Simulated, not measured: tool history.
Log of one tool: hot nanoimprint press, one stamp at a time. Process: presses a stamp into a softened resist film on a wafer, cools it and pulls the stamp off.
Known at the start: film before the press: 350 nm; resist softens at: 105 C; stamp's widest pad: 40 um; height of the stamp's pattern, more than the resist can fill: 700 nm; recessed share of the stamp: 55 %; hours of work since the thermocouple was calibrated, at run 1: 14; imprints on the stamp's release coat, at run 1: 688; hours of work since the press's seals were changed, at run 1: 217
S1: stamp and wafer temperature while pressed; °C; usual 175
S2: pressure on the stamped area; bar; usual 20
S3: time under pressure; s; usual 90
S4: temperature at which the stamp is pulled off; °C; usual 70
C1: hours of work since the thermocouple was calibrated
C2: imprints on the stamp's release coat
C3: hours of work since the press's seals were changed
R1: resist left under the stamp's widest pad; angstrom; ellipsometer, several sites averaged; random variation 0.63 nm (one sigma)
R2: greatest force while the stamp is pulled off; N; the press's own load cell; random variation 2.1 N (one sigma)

run 1 hour=0 | S1=175 S2=20 S3=90 S4=70 | C1=14 C2=688 C3=217 | R1=1645 R2=102
-- hour=7 stamp cleaned and given a new release coat
run 2 hour=13.6 | S1=175 S2=27.8 S3=90 S4=70 | C1=19 C2=36 C3=223 | R1=1359 R2=102
run 3 hour=20.2 | S1=175 S2=27.8 S3=105 S4=70 | C1=24 C2=72 C3=228 | R1=1301 R2=103
run 4 hour=27.2 | S1=175 S2=27.8 S3=105 S4=70 | C1=29 C2=110 C3=233 | R1=1305 R2=103
run 5 hour=32.3 | S1=183 S2=20 S3=90 S4=70 | C1=33 C2=138 C3=237 | R1=1143 R2=95
run 6 hour=37.9 | S1=183 S2=20 S3=66 S4=70 | C1=37 C2=168 C3=241 | R1=1295 R2=100
run 7 hour=45.4 | S1=183 S2=20 S3=66 S4=70 | C1=42 C2=210 C3=246 | R1=1290 R2=101
run 8 hour=54.9 | S1=183 S2=20 S3=66 S4=70 | C1=49 C2=261 C3=253 | R1=1289 R2=100
run 9 hour=62.5 | S1=183 S2=20 S3=66 S4=70 | C1=55 C2=303 C3=259 | R1=1297 R2=100
run 10 hour=72 | S1=183 S2=20 S3=113 S4=70 | C1=62 C2=354 C3=266 | R1=1067 R2=101
run 11 hour=77.7 | S1=183 S2=20 S3=113 S4=70 | C1=66 C2=386 C3=270 | R1=1064 R2=102
run 12 hour=85.2 | S1=175 S2=15.2 S3=90 S4=70 | C1=71 C2=427 C3=275 | R1=1920 R2=102
run 13 hour=94 | S1=175 S2=20 S3=82 S4=70 | C1=78 C2=475 C3=282 | R1=1728 R2=100
run 14 hour=99 | S1=175 S2=20 S3=82 S4=70 | C1=81 C2=502 C3=285 | R1=1712 R2=102
run 15 hour=104.5 | S1=175 S2=27.1 S3=90 S4=70 | C1=85 C2=532 C3=289 | R1=1409 R2=97
run 16 hour=109.5 | S1=179 S2=31.7 S3=90 S4=70 | C1=89 C2=559 C3=293 | R1=1068 R2=101
run 17 hour=116 | S1=179 S2=31.7 S3=90 S4=70 | C1=94 C2=595 C3=298 | R1=1063 R2=100
run 18 hour=120.7 | S1=165 S2=31.7 S3=146 S4=70 | C1=97 C2=620 C3=301 | R1=1810 R2=102
run 19 hour=128.2 | S1=179 S2=20 S3=165 S4=70 | C1=103 C2=661 C3=306 | R1=1123 R2=103

Run 20 comes next. What will it give?
-- hour=132 gauge calibrated
-- hour=140.1 stamp cleaned and given a new release coat
run 20 hour=143.3 | S1=175 S2=20 S3=134 S4=76 | C1=109 C2=18 C3=313 | R1=? R2=?

{"run 20": {"R1": 1436, "R2": 89}}
Without the tool's hidden state the same run would have given R1 1438 angstrom, R2 89 N.

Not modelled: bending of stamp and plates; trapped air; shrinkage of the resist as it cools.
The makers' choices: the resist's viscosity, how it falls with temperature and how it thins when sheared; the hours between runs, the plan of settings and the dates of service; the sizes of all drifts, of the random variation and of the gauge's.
